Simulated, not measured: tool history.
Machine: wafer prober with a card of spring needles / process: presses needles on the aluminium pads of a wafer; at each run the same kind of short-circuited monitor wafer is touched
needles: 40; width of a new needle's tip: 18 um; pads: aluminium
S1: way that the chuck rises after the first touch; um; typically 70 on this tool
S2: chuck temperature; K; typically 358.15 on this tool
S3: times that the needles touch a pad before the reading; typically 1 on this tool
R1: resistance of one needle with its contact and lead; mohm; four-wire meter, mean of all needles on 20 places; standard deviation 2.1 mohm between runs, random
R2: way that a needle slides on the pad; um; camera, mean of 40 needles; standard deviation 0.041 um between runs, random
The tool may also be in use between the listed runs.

run     day  S1      S2  S3   R1     R2
  1   0.000  70  358.15   1  241  16.08
  2   0.267  70  358.15   1  282  16.07
      0.500  -- tips cleaned on abrasive film
  3   0.658  70  358.15   1  268  16.06
      0.983  -- tips cleaned on abrasive film
  4   1.075  70  358.15   1  255  16.08
  5   1.417  70  358.15   1  300  16.04
      1.488  -- tips cleaned on abrasive film
  6   1.650  70  358.15   1  270  16.05
      1.971  -- tips cleaned on abrasive film
  7   2.000  70  303.15   1  235  16.00
  8   2.325  70  303.15   1  288  15.93
      2.475  -- tips cleaned on abrasive film
  9   2.696  86  303.15   1  251  19.65
      2.958  -- tips cleaned on abrasive film
 10   3.067  86  303.15   1  241  19.73
 11   3.417  86  303.15   1  267  19.64
      3.454  -- tips cleaned on abrasive film
 12   3.842  86  326.15   1  267  19.55
      3.954  -- tips cleaned on abrasive film
 13   4.125  73  358.15   1  272  16.59
 14   4.400  73  358.15   1  303  16.63
      4.471  -- tips cleaned on abrasive film
 15   4.679  73  358.15   1  277  16.53
      4.967  -- tips cleaned on abrasive film
 16   5.038  73  358.15   1  254  16.47
      5.346  -- height of the first contact set anew
 17   5.450  73  358.15   2  270  16.93
      5.483  -- tips cleaned on abrasive film
 18   5.938  55  358.15   1  346  12.77
      5.988  -- tips cleaned on abrasive film
 19   6.417  64  319.15   1  315  14.84
      6.492  -- tips cleaned on abrasive film
 20   6.646  67  308.15   1  263  15.55
 21   6.871  67  322.15   2  266  15.55
      6.983  -- tips cleaned on abrasive film
 22   7.275  67  322.15   2  268  15.52
      7.496  -- tips cleaned on abrasive film
 23   7.608  67  322.15   2  247  15.54
      8.004  -- tips cleaned on abrasive film
 24   8.079  57  354.15   2  258  13.15
      8.488  -- tips cleaned on abrasive film
 25   8.488  57  354.15   2  242  13.17
 26   8.821  55  393.15   1  341  12.61
      8.988  -- tips cleaned on abrasive film
 27   9.158  78  302.15   3  228  17.99
      9.475  -- tips cleaned on abrasive film
 28   9.546  70  358.15   1  256  16.10
 29   9.921  62  372.15   1  335  14.24
      9.958  -- tips cleaned on abrasive film
 30  10.312  62  372.15   1  318  14.24
     10.467  -- tips cleaned on abrasive film
 31  10.612  68  372.15   1  279  15.62
 32  10.871  68  372.15   2  280  15.58
     10.950  -- tips cleaned on abrasive film
 33  11.175  70  317.15   1  282  16.01

Forecast each of these 3 alternatives for the next run:
     11.450  -- tips cleaned on abrasive film
  A  11.579  82  304.15   1   ?   ?
     11.450  -- tips cleaned on abrasive film
  B  11.579  70  358.15   1   ?   ?
     11.450  -- tips cleaned on abrasive film
  C  11.579  70  348.15   2   ?   ?

run   R1     R2
  A  246  18.72
  B  271  15.97
  C  258  16.04
Without the tool's unlogged condition, the same runs would have read:
run   R1     R2
  A  213  19.06
  B  231  16.31
  C  232  16.38

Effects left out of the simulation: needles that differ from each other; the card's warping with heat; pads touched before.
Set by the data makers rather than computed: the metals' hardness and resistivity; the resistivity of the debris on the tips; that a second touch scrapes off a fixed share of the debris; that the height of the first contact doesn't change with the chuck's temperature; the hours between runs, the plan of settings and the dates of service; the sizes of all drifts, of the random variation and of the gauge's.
